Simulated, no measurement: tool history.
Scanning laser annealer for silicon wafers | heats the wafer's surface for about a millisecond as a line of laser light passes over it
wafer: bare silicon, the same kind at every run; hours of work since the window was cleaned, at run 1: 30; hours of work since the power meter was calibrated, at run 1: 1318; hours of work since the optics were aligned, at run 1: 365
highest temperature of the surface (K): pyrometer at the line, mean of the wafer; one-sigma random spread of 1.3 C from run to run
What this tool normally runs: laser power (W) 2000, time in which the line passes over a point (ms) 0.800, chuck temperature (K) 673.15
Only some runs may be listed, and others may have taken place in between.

| run | hour | laser power (W) | time in which the line passes over a point (ms) | chuck temperature (K) | hours of work since the window was cleaned | hours of work since the power meter was calibrated | hours of work since the optics were aligned | highest temperature of the surface (K) |
|---|---|---|---|---|---|---|---|---|
| 1 | 0.0 | 2000 | 0.800 | 673.15 | 30 | 1318 | 365 | 1438.15 |
| 2 | 22.8 | 2000 | 0.800 | 673.15 | 46 | 1334 | 382 | 1435.15 |
| 3 | 47.3 | 2000 | 0.951 | 673.15 | 63 | 1352 | 399 | 1493.15 |
| 4 | 92.0 | 2000 | 0.800 | 673.15 | 95 | 1384 | 431 | 1433.15 |
| 5 | 112.3 | 2000 | 0.724 | 673.15 | 109 | 1398 | 445 | 1397.15 |
| 6 | 160.7 | 2000 | 0.724 | 673.15 | 144 | 1432 | 480 | 1395.15 |
| 7 | 192.2 | 2000 | 0.724 | 673.15 | 166 | 1455 | 502 | 1399.15 |
| 8 | 231.4 | 2000 | 0.724 | 673.15 | 194 | 1483 | 530 | 1397.15 |
| 9 | 251.8 | 2000 | 0.724 | 673.15 | 209 | 1497 | 544 | 1395.15 |
| 10 | 288.1 | 2000 | 0.724 | 673.15 | 234 | 1523 | 570 | 1395.15 |
| 11 | 323.0 | 2000 | 0.800 | 673.15 | 259 | 1548 | 595 | 1425.15 |
| 12 | 355.4 | 2000 | 0.800 | 673.15 | 282 | 1571 | 618 | 1427.15 |
| 13 | 375.5 | 2000 | 0.663 | 673.15 | 296 | 1585 | 632 | 1366.15 |
| 14 | 423.5 | 2000 | 0.663 | 673.15 | 331 | 1619 | 666 | 1362.15 |
| 15 | 452.1 | 2000 | 0.663 | 673.15 | 351 | 1640 | 687 | 1363.15 |
| 16 | 488.6 | 2000 | 0.800 | 647.15 | 377 | 1666 | 713 | 1396.15 |
| 17 | 515.7 | 2000 | 0.800 | 673.15 | 396 | 1685 | 732 | 1420.15 |
| 18 | 562.5 | 2000 | 0.800 | 673.15 | 429 | 1718 | 765 | 1419.15 |
| 19 | 609.9 | 2000 | 0.800 | 673.15 | 463 | 1752 | 799 | 1414.15 |
| 20 | 632.1 | 2000 | 0.800 | 712.15 | 479 | 1768 | 815 | 1456.15 |
| 21 | 679.6 | 2000 | 0.800 | 712.15 | 513 | 1801 | 849 | 1454.15 |
| 22 | 715.0 | 1856 | 0.800 | 643.15 | 538 | 1826 | 874 | 1319.15 |
| 23 | 741.2 | 1759 | 0.625 | 668.15 | 556 | 1845 | 892 | 1230.15 |
| 24 | 783.9 | 1759 | 0.625 | 668.15 | 587 | 1875 | 923 | 1231.15 |
| 25 | 812.5 | 1803 | 0.739 | 702.15 | 607 | 1896 | 943 | 1325.15 |
| 26 | 844.2 | 1980 | 0.800 | 673.15 | 630 | 1918 | 966 | 1403.15 |
|  | 867.7 | window over the wafer cleaned |
| 27 | 883.9 | 1980 | 0.800 | 673.15 | 12 | 1945 | 992 | 1421.15 |
| 28 | 921.8 | 1710 | 0.707 | 706.15 | 38 | 1972 | 1019 | 1291.15 |
|  | 939.5 | optics aligned, line set to its width |
| 29 | 956.8 | 1991 | 0.649 | 673.15 | 60 | 1993 | 12 | 1375.15 |
| 30 | 984.1 | 2027 | 0.861 | 673.15 | 79 | 2013 | 32 | 1486.15 |

What will run 31 give?
| 31 | 1004.1 | 2027 | 0.861 | 673.15 | 93 | 2027 | 46 | ? |

Logged for run 31: highest temperature of the surface (K) 1489.15.
With no hidden state in the tool, this same run would have given highest temperature of the surface (K) 1475.15.

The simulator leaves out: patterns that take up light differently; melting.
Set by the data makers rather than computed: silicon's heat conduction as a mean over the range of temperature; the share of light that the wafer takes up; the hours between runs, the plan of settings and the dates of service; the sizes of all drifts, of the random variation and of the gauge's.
